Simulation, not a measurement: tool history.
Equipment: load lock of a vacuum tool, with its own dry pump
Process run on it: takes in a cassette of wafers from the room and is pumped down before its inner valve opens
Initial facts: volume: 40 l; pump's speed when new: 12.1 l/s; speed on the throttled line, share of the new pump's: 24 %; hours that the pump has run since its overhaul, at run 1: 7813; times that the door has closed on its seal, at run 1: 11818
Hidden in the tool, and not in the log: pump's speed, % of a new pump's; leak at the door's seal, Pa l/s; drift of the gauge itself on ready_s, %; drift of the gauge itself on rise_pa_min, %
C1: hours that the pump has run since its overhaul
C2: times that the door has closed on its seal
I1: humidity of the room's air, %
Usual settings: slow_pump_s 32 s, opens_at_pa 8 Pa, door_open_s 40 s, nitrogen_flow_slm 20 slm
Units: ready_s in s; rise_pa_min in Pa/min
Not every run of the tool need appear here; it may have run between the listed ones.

{"run": 1, "day": 0.0, "slow_pump_s": 32, "opens_at_pa": 8, "door_open_s": 40, "nitrogen_flow_slm": 20, "C1": 7813, "C2": 11818, "I1": 45, "ready_s": 56, "rise_pa_min": 0.052}
{"run": 2, "day": 4.925, "slow_pump_s": 32, "opens_at_pa": 12, "door_open_s": 40, "nitrogen_flow_slm": 20, "C1": 7931, "C2": 12230, "I1": 42.2, "ready_s": 54.7, "rise_pa_min": 0.057}
{"run": 3, "day": 9.179, "slow_pump_s": 32, "opens_at_pa": 12, "door_open_s": 40, "nitrogen_flow_slm": 20, "C1": 8034, "C2": 12586, "I1": 42.6, "ready_s": 54.7, "rise_pa_min": 0.051}
{"run": 4, "day": 15.679, "slow_pump_s": 32, "opens_at_pa": 12, "door_open_s": 40, "nitrogen_flow_slm": 20, "C1": 8190, "C2": 13129, "I1": 50, "ready_s": 54.4, "rise_pa_min": 0.061}
{"run": 5, "day": 19.375, "slow_pump_s": 32, "opens_at_pa": 12, "door_open_s": 40, "nitrogen_flow_slm": 20, "C1": 8278, "C2": 13438, "I1": 44.4, "ready_s": 55.3, "rise_pa_min": 0.063}
{"run": 6, "day": 27.871, "slow_pump_s": 32, "opens_at_pa": 8, "door_open_s": 40, "nitrogen_flow_slm": 20, "C1": 8482, "C2": 14149, "I1": 43.6, "ready_s": 56.2, "rise_pa_min": 0.065}
{"run": 7, "day": 36.217, "slow_pump_s": 32, "opens_at_pa": 8, "door_open_s": 40, "nitrogen_flow_slm": 20, "C1": 8682, "C2": 14847, "I1": 42.9, "ready_s": 56.3, "rise_pa_min": 0.058}
{"run": 8, "day": 39.712, "slow_pump_s": 32, "opens_at_pa": 8, "door_open_s": 40, "nitrogen_flow_slm": 20, "C1": 8766, "C2": 15139, "I1": 46, "ready_s": 56.3, "rise_pa_min": 0.06}
{"run": 9, "day": 46.971, "slow_pump_s": 32, "opens_at_pa": 8, "door_open_s": 40, "nitrogen_flow_slm": 20, "C1": 8941, "C2": 15746, "I1": 39, "ready_s": 56.5, "rise_pa_min": 0.061}
{"run": 10, "day": 51.525, "slow_pump_s": 32, "opens_at_pa": 8, "door_open_s": 40, "nitrogen_flow_slm": 20, "C1": 9050, "C2": 16127, "I1": 42.9, "ready_s": 56.4, "rise_pa_min": 0.075}
{"run": 11, "day": 58.029, "slow_pump_s": 32, "opens_at_pa": 8, "door_open_s": 40, "nitrogen_flow_slm": 20, "C1": 9206, "C2": 16671, "I1": 45.4, "ready_s": 56.6, "rise_pa_min": 0.069}
{"run": 12, "day": 65.929, "slow_pump_s": 32, "opens_at_pa": 8, "door_open_s": 89, "nitrogen_flow_slm": 20, "C1": 9396, "C2": 17332, "I1": 44.1, "ready_s": 56.5, "rise_pa_min": 0.093}
{"run": 13, "day": 71.246, "slow_pump_s": 32, "opens_at_pa": 12, "door_open_s": 40, "nitrogen_flow_slm": 20, "C1": 9523, "C2": 17776, "I1": 43.8, "ready_s": 55, "rise_pa_min": 0.067}
{"run": 14, "day": 75.946, "slow_pump_s": 32, "opens_at_pa": 8, "door_open_s": 40, "nitrogen_flow_slm": 20, "C1": 9636, "C2": 18169, "I1": 45.7, "ready_s": 56.6, "rise_pa_min": 0.07}
{"run": 15, "day": 84.317, "slow_pump_s": 32, "opens_at_pa": 8, "door_open_s": 40, "nitrogen_flow_slm": 13, "C1": 9837, "C2": 18869, "I1": 47.8, "ready_s": 56.7, "rise_pa_min": 0.079}
{"run": 16, "day": 88.054, "slow_pump_s": 32, "opens_at_pa": 8, "door_open_s": 40, "nitrogen_flow_slm": 13, "C1": 9927, "C2": 19182, "I1": 44.1, "ready_s": 56.7, "rise_pa_min": 0.088}
{"run": 17, "day": 95.55, "slow_pump_s": 32, "opens_at_pa": 8, "door_open_s": 40, "nitrogen_flow_slm": 13, "C1": 10106, "C2": 19809, "I1": 47.6, "ready_s": 57, "rise_pa_min": 0.084}
{"run": 18, "day": 103.967, "slow_pump_s": 32, "opens_at_pa": 8, "door_open_s": 40, "nitrogen_flow_slm": 13, "C1": 10308, "C2": 20513, "I1": 43.7, "ready_s": 56.7, "rise_pa_min": 0.086}
{"run": 19, "day": 107.612, "slow_pump_s": 32, "opens_at_pa": 8, "door_open_s": 40, "nitrogen_flow_slm": 41, "C1": 10396, "C2": 20818, "I1": 43.9, "ready_s": 56.5, "rise_pa_min": 0.07}
{"run": 20, "day": 113.475, "slow_pump_s": 20, "opens_at_pa": 6, "door_open_s": 40, "nitrogen_flow_slm": 20, "C1": 10537, "C2": 21308, "I1": 40.4, "ready_s": 48.7, "rise_pa_min": 0.083}
{"run": 21, "day": 118.238, "slow_pump_s": 20, "opens_at_pa": 10, "door_open_s": 36, "nitrogen_flow_slm": 31, "C1": 10651, "C2": 21706, "I1": 46.8, "ready_s": 47.2, "rise_pa_min": 0.077}
{"run": 22, "day": 122.154, "slow_pump_s": 20, "opens_at_pa": 7, "door_open_s": 36, "nitrogen_flow_slm": 31, "C1": 10745, "C2": 22034, "I1": 50.4, "ready_s": 48, "rise_pa_min": 0.078}
{"run": 23, "day": 127.754, "slow_pump_s": 21, "opens_at_pa": 8, "door_open_s": 40, "nitrogen_flow_slm": 30, "C1": 10879, "C2": 22502, "I1": 46.2, "ready_s": 48.5, "rise_pa_min": 0.081}
{"run": 24, "day": 132.45, "slow_pump_s": 33, "opens_at_pa": 10, "door_open_s": 48, "nitrogen_flow_slm": 9, "C1": 10992, "C2": 22895, "I1": 44.1, "ready_s": 56.5, "rise_pa_min": 0.104}
{"run": 25, "day": 137.633, "slow_pump_s": 33, "opens_at_pa": 10, "door_open_s": 81, "nitrogen_flow_slm": 9, "C1": 11116, "C2": 23328, "I1": 47.6, "ready_s": 56.6, "rise_pa_min": 0.132}
{"run": 26, "day": 141.521, "slow_pump_s": 33, "opens_at_pa": 10, "door_open_s": 81, "nitrogen_flow_slm": 9, "C1": 11210, "C2": 23654, "I1": 46.8, "ready_s": 56.6, "rise_pa_min": 0.129}

Run 27, settings as shown, results not yet in. Your forecast:
{"run": 27, "day": 146.525, "slow_pump_s": 33, "opens_at_pa": 10, "door_open_s": 81, "nitrogen_flow_slm": 9, "C1": 11330, "C2": 24072, "I1": 41.9, "ready_s": "?", "rise_pa_min": "?"}

{"run 27": {"ready_s": 56.4, "rise_pa_min": 0.126}}
Take away the tool's hidden state, keep the run-to-run variation as it was, and the same run would have given ready_s 55.3 s, rise_pa_min 0.063 Pa/min.
